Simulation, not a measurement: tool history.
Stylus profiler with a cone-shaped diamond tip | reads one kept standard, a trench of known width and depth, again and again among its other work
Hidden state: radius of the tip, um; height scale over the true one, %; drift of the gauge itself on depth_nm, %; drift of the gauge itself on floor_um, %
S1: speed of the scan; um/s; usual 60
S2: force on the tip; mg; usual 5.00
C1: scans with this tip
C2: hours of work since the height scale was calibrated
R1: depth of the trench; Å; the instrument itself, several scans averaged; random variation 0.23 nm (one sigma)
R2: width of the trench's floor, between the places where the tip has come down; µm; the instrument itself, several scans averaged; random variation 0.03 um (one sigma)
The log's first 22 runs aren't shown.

At day 19.142: height scale calibrated on a step standard, once more.
Run 23, day 19.804: usual settings but S1 25 um/s, S2 3.31 mg; C1 10278; C2 9. Result: R1 10147.1 Å, R2 93.70 µm.
Run 24, day 20.533: usual settings but S1 23 um/s, S2 6.41 mg; C1 10377; C2 18. Result: R1 10227.7 Å, R2 93.76 µm.
Run 25, day 21.612: usual settings but S1 61 um/s, S2 8.03 mg; C1 10523; C2 32. Result: R1 10268.1 Å, R2 93.54 µm.
Run 26, day 22.825: usual settings but S1 75 um/s, S2 14.39 mg; C1 10687; C2 47. Result: R1 10383.8 Å, R2 93.60 µm.
Run 27, day 24.000: usual settings but S1 25 um/s, S2 8.21 mg; C1 10845; C2 62. Result: R1 10270.1 Å, R2 93.64 µm.
Run 28, day 24.692: usual settings but S1 25 um/s, S2 8.21 mg; C1 10939; C2 71. Result: R1 10265.1 Å, R2 93.73 µm.
Run 29, day 25.912: usual settings but S2 9.65 mg; C1 11104; C2 87. Result: R1 10299.0 Å, R2 93.58 µm.
Run 30, day 27.108: usual settings but S2 6.52 mg; C1 11266; C2 102. Result: R1 10222.7 Å, R2 93.45 µm.
Run 31, day 27.971: usual settings but S1 18 um/s, S2 10.33 mg; C1 11382; C2 113. Result: R1 10307.2 Å, R2 93.65 µm.
At day 28.775: new tip fitted, height scale calibrated.
Run 32, day 29.138: usual settings but S1 17 um/s, S2 14.18 mg; C1 49; C2 5. Result: R1 10377.2 Å, R2 95.86 µm.
Run 33, day 30.092: usual settings but S1 40 um/s, S2 4.31 mg; C1 178; C2 17. Result: R1 10168.2 Å, R2 95.73 µm.

Forecast each of these 4 alternatives for the next run:
Run A, day 30.662: usual settings but S1 95 um/s, S2 9.01 mg; C1 255; C2 24. Result: R1 ?, R2 ?.
Run B, day 30.662: usual settings but S1 40 um/s, S2 11.88 mg; C1 255; C2 24. Result: R1 ?, R2 ?.
Run C, day 30.662: usual settings but S1 44 um/s, S2 14.38 mg; C1 255; C2 24. Result: R1 ?, R2 ?.
Run D, day 30.662: usual settings but S1 74 um/s, S2 3.33 mg; C1 255; C2 24. Result: R1 ?, R2 ?.

run       R1     R2
  A  10278.8  95.60
  B  10330.1  95.80
  C  10373.6  95.76
  D  10140.8  95.51
Without the tool's hidden state the same runs would have given:
run       R1     R2
  A  10280.8  95.70
  B  10332.1  95.90
  C  10375.6  95.86
  D  10142.8  95.61
